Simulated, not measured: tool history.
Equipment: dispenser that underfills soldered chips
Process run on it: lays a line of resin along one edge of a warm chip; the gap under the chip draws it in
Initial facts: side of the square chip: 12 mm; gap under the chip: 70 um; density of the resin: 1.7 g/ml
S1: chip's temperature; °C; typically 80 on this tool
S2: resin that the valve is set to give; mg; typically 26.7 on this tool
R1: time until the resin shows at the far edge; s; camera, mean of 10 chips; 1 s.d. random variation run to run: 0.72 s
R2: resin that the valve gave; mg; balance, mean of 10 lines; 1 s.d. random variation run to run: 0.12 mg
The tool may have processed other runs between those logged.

{"run": 1, "hour": 0.0, "S1": 80, "S2": 26.7, "R1": 163.4, "R2": 26.45}
{"hour": 1.2, "done": "new syringe of resin"}
{"run": 2, "hour": 7.9, "S1": 80, "S2": 26.7, "R1": 99.3, "R2": 26.12}
{"run": 3, "hour": 13.6, "S1": 80, "S2": 24.3, "R1": 146.1, "R2": 23.71}
{"hour": 17.2, "done": "new syringe of resin"}
{"run": 4, "hour": 20.4, "S1": 80, "S2": 24.3, "R1": 83.2, "R2": 23.92}
{"run": 5, "hour": 29.7, "S1": 80, "S2": 24.3, "R1": 145.3, "R2": 23.8}
{"hour": 33.0, "done": "new syringe of resin"}
{"run": 6, "hour": 35.1, "S1": 80, "S2": 24.3, "R1": 78.2, "R2": 23.75}
{"run": 7, "hour": 41.6, "S1": 80, "S2": 26.7, "R1": 113.5, "R2": 26.1}
{"hour": 48.5, "done": "new syringe of resin"}
{"run": 8, "hour": 52.4, "S1": 80, "S2": 26.7, "R1": 85.6, "R2": 25.79}
{"hour": 62.1, "done": "dispensing valve cleaned and set on the balance"}
{"run": 9, "hour": 63.3, "S1": 94, "S2": 26.7, "R1": 85.9, "R2": 26.8}
{"hour": 65.1, "done": "new syringe of resin"}
{"run": 10, "hour": 70.0, "S1": 80, "S2": 29.1, "R1": 91.6, "R2": 28.94}
{"run": 11, "hour": 76.9, "S1": 80, "S2": 29.1, "R1": 134.3, "R2": 29.16}
{"hour": 80.7, "done": "new syringe of resin"}
{"run": 12, "hour": 83.7, "S1": 80, "S2": 29.1, "R1": 81.4, "R2": 28.92}
{"run": 13, "hour": 91.2, "S1": 80, "S2": 29.1, "R1": 129.3, "R2": 28.99}
{"hour": 96.6, "done": "new syringe of resin"}
{"run": 14, "hour": 100.2, "S1": 87, "S2": 26.1, "R1": 62.2, "R2": 25.85}
{"run": 15, "hour": 107.8, "S1": 84, "S2": 24.4, "R1": 112.9, "R2": 24.1}
{"hour": 111.8, "done": "new syringe of resin"}
{"run": 16, "hour": 114.1, "S1": 93, "S2": 27.3, "R1": 43.9, "R2": 26.98}
{"run": 17, "hour": 122.5, "S1": 89, "S2": 23.7, "R1": 88.8, "R2": 23.16}
{"hour": 127.1, "done": "new syringe of resin"}
{"run": 18, "hour": 127.5, "S1": 76, "S2": 34.0, "R1": 83.5, "R2": 33.5}
{"run": 19, "hour": 135.0, "S1": 76, "S2": 34.0, "R1": 130.7, "R2": 33.45}
{"run": 20, "hour": 140.4, "S1": 76, "S2": 34.0, "R1": 183.1, "R2": 33.26}
{"hour": 142.5, "done": "new syringe of resin"}
{"run": 21, "hour": 148.4, "S1": 67, "S2": 30.9, "R1": 176.4, "R2": 29.96}
{"run": 22, "hour": 152.9, "S1": 70, "S2": 24.4, "R1": 206.7, "R2": 23.83}
{"hour": 157.8, "done": "new syringe of resin"}
{"run": 23, "hour": 158.7, "S1": 84, "S2": 26.0, "R1": 60.2, "R2": 25.36}
{"run": 24, "hour": 166.2, "S1": 84, "S2": 26.0, "R1": 93.7, "R2": 25.4}
{"hour": 173.1, "done": "new syringe of resin"}
{"run": 25, "hour": 173.4, "S1": 80, "S2": 24.6, "R1": 69.8, "R2": 23.94}
{"run": 26, "hour": 179.5, "S1": 68, "S2": 25.6, "R1": 177.4, "R2": 24.85}

What if the next run were any one of these 5? Each begins from the tool's condition after run 26:
{"run": "A", "hour": 185.8, "S1": 68, "S2": 29.2, "R1": "?", "R2": "?"}
{"run": "B", "hour": 185.8, "S1": 78, "S2": 29.1, "R1": "?", "R2": "?"}
{"run": "C", "hour": 185.8, "S1": 85, "S2": 26.0, "R1": "?", "R2": "?"}
{"run": "D", "hour": 185.8, "S1": 87, "S2": 30.1, "R1": "?", "R2": "?"}
{"run": "E", "hour": 185.8, "S1": 91, "S2": 27.5, "R1": "?", "R2": "?"}

run=A R1=256.2 R2=28.22
run=B R1=157.5 R2=28.31
run=C R1=117.5 R2=25.28
run=D R1=105.7 R2=29.11
run=E R1=90.2 R2=26.91
Had the tool no hidden state, the same runs would have come out as:
run=A R1=114.2 R2=29.09
run=B R1=70.5 R2=29.17
run=C R1=52.6 R2=26.05
run=D R1=47.5 R2=30.00
run=E R1=40.2 R2=27.74
